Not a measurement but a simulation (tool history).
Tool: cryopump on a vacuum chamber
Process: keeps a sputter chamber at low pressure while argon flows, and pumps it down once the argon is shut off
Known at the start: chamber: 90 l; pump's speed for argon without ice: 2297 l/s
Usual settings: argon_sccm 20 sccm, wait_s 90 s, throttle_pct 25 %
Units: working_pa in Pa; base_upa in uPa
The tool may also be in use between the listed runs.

{"run": 1, "hour": 0.0, "argon_sccm": 20, "wait_s": 90, "throttle_pct": 25, "working_pa": 0.0597, "base_upa": 1.03}
{"run": 2, "hour": 13.5, "argon_sccm": 20, "wait_s": 90, "throttle_pct": 25, "working_pa": 0.0589, "base_upa": 1.04}
{"run": 3, "hour": 24.6, "argon_sccm": 20, "wait_s": 90, "throttle_pct": 25, "working_pa": 0.0597, "base_upa": 1.07}
{"run": 4, "hour": 34.0, "argon_sccm": 11, "wait_s": 90, "throttle_pct": 25, "working_pa": 0.0344, "base_upa": 1.01}
{"run": 5, "hour": 44.6, "argon_sccm": 11, "wait_s": 90, "throttle_pct": 25, "working_pa": 0.0331, "base_upa": 1.03}
{"run": 6, "hour": 52.5, "argon_sccm": 11, "wait_s": 90, "throttle_pct": 25, "working_pa": 0.0335, "base_upa": 1.03}
{"run": 7, "hour": 62.9, "argon_sccm": 20, "wait_s": 90, "throttle_pct": 25, "working_pa": 0.0599, "base_upa": 1.09}
{"run": 8, "hour": 69.6, "argon_sccm": 20, "wait_s": 90, "throttle_pct": 40, "working_pa": 0.0378, "base_upa": 1.04}
{"run": 9, "hour": 76.9, "argon_sccm": 20, "wait_s": 90, "throttle_pct": 40, "working_pa": 0.0389, "base_upa": 1.04}
{"run": 10, "hour": 86.3, "argon_sccm": 20, "wait_s": 249, "throttle_pct": 22, "working_pa": 0.0682, "base_upa": 0.7}
{"run": 11, "hour": 99.9, "argon_sccm": 20, "wait_s": 249, "throttle_pct": 22, "working_pa": 0.0681, "base_upa": 0.69}
{"run": 12, "hour": 108.6, "argon_sccm": 27, "wait_s": 90, "throttle_pct": 32, "working_pa": 0.0647, "base_upa": 1.09}
{"run": 13, "hour": 123.1, "argon_sccm": 32, "wait_s": 99, "throttle_pct": 24, "working_pa": 0.1006, "base_upa": 1}
{"run": 14, "hour": 135.4, "argon_sccm": 32, "wait_s": 99, "throttle_pct": 24, "working_pa": 0.1011, "base_upa": 1.06}
{"run": 15, "hour": 148.8, "argon_sccm": 23, "wait_s": 166, "throttle_pct": 23, "working_pa": 0.0745, "base_upa": 0.82}
{"run": 16, "hour": 157.5, "argon_sccm": 18, "wait_s": 26, "throttle_pct": 19, "working_pa": 0.0716, "base_upa": 2.56}

Forecast each of these 3 alternatives for the next run:
{"run": "A", "hour": 169.7, "argon_sccm": 9, "wait_s": 27, "throttle_pct": 19, "working_pa": "?", "base_upa": "?"}
{"run": "B", "hour": 169.7, "argon_sccm": 11, "wait_s": 103, "throttle_pct": 31, "working_pa": "?", "base_upa": "?"}
{"run": "C", "hour": 169.7, "argon_sccm": 31, "wait_s": 139, "throttle_pct": 19, "working_pa": "?", "base_upa": "?"}

run=A working_pa=0.0358 base_upa=2.42
run=B working_pa=0.0279 base_upa=1.01
run=C working_pa=0.1228 base_upa=0.88
Without the tool's hidden state the same runs would have given:
run=A working_pa=0.035 base_upa=2.07
run=B working_pa=0.0269 base_upa=0.64
run=C working_pa=0.1201 base_upa=0.52
